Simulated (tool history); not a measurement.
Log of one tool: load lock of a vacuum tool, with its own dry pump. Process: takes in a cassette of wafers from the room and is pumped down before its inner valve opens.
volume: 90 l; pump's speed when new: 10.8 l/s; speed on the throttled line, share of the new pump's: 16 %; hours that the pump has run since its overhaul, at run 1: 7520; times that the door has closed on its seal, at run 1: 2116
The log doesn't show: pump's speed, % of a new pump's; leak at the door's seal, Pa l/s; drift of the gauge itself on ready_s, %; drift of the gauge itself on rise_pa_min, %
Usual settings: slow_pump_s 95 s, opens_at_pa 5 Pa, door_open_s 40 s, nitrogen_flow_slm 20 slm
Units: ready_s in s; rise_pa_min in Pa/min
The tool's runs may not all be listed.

run,hour,slow_pump_s,opens_at_pa,door_open_s,nitrogen_flow_slm,hours that the pump has run since its overhaul,times that the door has closed on its seal,"incoming humidity of the room's air, %",ready_s,rise_pa_min
1,0.0,95,5,40,20,7520,2116,45.5,170.8,0.022
2,229.4,95,5,40,20,7749,2817,43.9,170.2,0.027
3,429.7,95,5,40,20,7950,3429,44.9,170.6,0.021
4,579.8,95,5,40,20,8100,3887,44.5,172.2,0.029
5,894.0,95,5,40,20,8414,4846,49.8,172.1,0.037
6,1231.9,95,5,40,20,8752,5878,46.8,171.0,0.039
7,1399.7,95,5,40,20,8920,6390,46.1,171.8,0.041
8,1718.7,95,5,40,20,9239,7364,44.3,172.8,0.053
9,2000.9,95,7,129,9,9521,8226,44.0,168.7,0.069
10,2295.3,109,5,40,20,9815,9125,47.1,184.5,0.058
11,2636.7,60,5,40,18,10157,10167,46.5,144.4,0.068
12,2904.7,60,5,40,18,10425,10986,45.0,147.0,0.072
13,3216.1,113,6,220,34,10736,11937,44.1,186.6,0.079
14,3355.3,113,6,220,34,10875,12362,46.0,187.2,0.083
15,3513.1,113,6,220,34,11033,12843,44.3,185.4,0.088

Forecast each of these 5 alternatives for the next run:
A,3702.2,68,5,40,12,11222,13421,40.2,?,?
B,3702.2,113,6,29,28,11222,13421,45.8,?,?
C,3702.2,62,6,220,16,11222,13421,42.4,?,?
D,3702.2,85,6,220,34,11222,13421,41.9,?,?
E,3702.2,113,6,220,28,11222,13421,42.6,?,?

run,ready_s,rise_pa_min
A,151.3,0.081
B,186.0,0.079
C,147.0,0.100
D,163.2,0.092
E,188.1,0.087
Without the tool's hidden state the same runs would have given:
run,ready_s,rise_pa_min
A,139.6,0.014
B,175.8,0.010
C,135.3,0.032
D,152.2,0.024
E,177.7,0.018
